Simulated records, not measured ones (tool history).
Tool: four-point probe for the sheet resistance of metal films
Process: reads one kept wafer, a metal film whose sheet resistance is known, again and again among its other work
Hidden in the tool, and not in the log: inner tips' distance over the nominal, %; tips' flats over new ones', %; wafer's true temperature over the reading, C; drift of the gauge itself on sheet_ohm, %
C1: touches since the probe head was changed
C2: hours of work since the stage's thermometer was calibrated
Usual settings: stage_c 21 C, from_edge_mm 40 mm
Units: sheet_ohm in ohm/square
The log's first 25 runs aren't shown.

{"run": 26, "hour": 1397.8, "stage_c": 26, "from_edge_mm": 29, "C1": 56832, "C2": 107, "sheet_ohm": 0.035635}
{"run": 27, "hour": 1464.5, "stage_c": 23, "from_edge_mm": 11, "C1": 58822, "C2": 153, "sheet_ohm": 0.035798}
{"run": 28, "hour": 1525.0, "stage_c": 19, "from_edge_mm": 17, "C1": 60630, "C2": 195, "sheet_ohm": 0.03575}
{"run": 29, "hour": 1587.3, "stage_c": 28, "from_edge_mm": 3, "C1": 62492, "C2": 238, "sheet_ohm": 0.037621}
{"run": 30, "hour": 1632.9, "stage_c": 27, "from_edge_mm": 22, "C1": 63854, "C2": 270, "sheet_ohm": 0.035661}
{"run": 31, "hour": 1669.8, "stage_c": 27, "from_edge_mm": 22, "C1": 64955, "C2": 295, "sheet_ohm": 0.035662}
{"run": 32, "hour": 1743.1, "stage_c": 20, "from_edge_mm": 7, "C1": 67146, "C2": 346, "sheet_ohm": 0.036074}
{"run": 33, "hour": 1784.9, "stage_c": 33, "from_edge_mm": 11, "C1": 68393, "C2": 375, "sheet_ohm": 0.035727}
{"run": 34, "hour": 1840.9, "stage_c": 24, "from_edge_mm": 35, "C1": 70066, "C2": 414, "sheet_ohm": 0.035659}
{"run": 35, "hour": 1912.8, "stage_c": 19, "from_edge_mm": 5, "C1": 72213, "C2": 464, "sheet_ohm": 0.03647}
{"run": 36, "hour": 1959.9, "stage_c": 27, "from_edge_mm": 7, "C1": 73620, "C2": 497, "sheet_ohm": 0.036016}
{"run": 37, "hour": 2009.3, "stage_c": 25, "from_edge_mm": 9, "C1": 75096, "C2": 531, "sheet_ohm": 0.035878}
{"run": 38, "hour": 2056.6, "stage_c": 19, "from_edge_mm": 9, "C1": 76509, "C2": 564, "sheet_ohm": 0.035949}
{"run": 39, "hour": 2098.4, "stage_c": 22, "from_edge_mm": 3, "C1": 77756, "C2": 593, "sheet_ohm": 0.03767}

Forecast each of these 4 alternatives for the next run:
{"run": "A", "hour": 2133.4, "stage_c": 21, "from_edge_mm": 8, "C1": 78800, "C2": 617, "sheet_ohm": "?"}
{"run": "B", "hour": 2133.4, "stage_c": 21, "from_edge_mm": 21, "C1": 78800, "C2": 617, "sheet_ohm": "?"}
{"run": "C", "hour": 2133.4, "stage_c": 19, "from_edge_mm": 27, "C1": 78800, "C2": 617, "sheet_ohm": "?"}
{"run": "D", "hour": 2133.4, "stage_c": 33, "from_edge_mm": 5, "C1": 78800, "C2": 617, "sheet_ohm": "?"}

run=A sheet_ohm=0.035997
run=B sheet_ohm=0.035742
run=C sheet_ohm=0.035739
run=D sheet_ohm=0.036344
Without the tool's hidden state the same runs would have given:
run=A sheet_ohm=0.036022
run=B sheet_ohm=0.035768
run=C sheet_ohm=0.035764
run=D sheet_ohm=0.036370
